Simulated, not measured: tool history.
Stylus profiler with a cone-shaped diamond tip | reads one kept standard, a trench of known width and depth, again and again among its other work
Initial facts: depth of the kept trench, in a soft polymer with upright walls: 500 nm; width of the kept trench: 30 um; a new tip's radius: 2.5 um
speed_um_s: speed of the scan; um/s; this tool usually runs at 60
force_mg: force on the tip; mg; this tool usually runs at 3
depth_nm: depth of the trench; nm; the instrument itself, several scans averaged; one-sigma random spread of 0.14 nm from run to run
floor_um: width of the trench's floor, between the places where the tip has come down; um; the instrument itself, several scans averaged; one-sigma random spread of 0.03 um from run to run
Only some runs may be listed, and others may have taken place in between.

run,hour,speed_um_s,force_mg,depth_nm,floor_um
1,0,60,3,504.39,24.45
2,65.2,60,3,504.43,24.37
3,153.3,60,3,504.58,24.3
4,229.6,60,3,504.94,24.31
5,298,60,3,504.67,24.32
6,358.3,60,3,504.9,24.23
7,420.7,60,3,505.25,24.23
8,492.8,22,2.23,504.35,24.4
9,548.6,73,6.27,507.48,24.18
10,595.3,73,6.27,507.38,24.18

The logged runs with the hidden state left out (each run's random variation unchanged):
Hidden state present: radius of the tip, um; height scale over the true one, %; drift of the gauge itself on depth_nm, %; drift of the gauge itself on floor_um, %.
run,depth_nm,floor_um
1,503.73,26.74
2,503.68,26.69
3,503.71,26.66
4,503.96,26.71
5,503.59,26.75
6,503.74,26.69
7,504,26.72
8,503.02,26.91
9,506.05,26.73
10,505.89,26.75
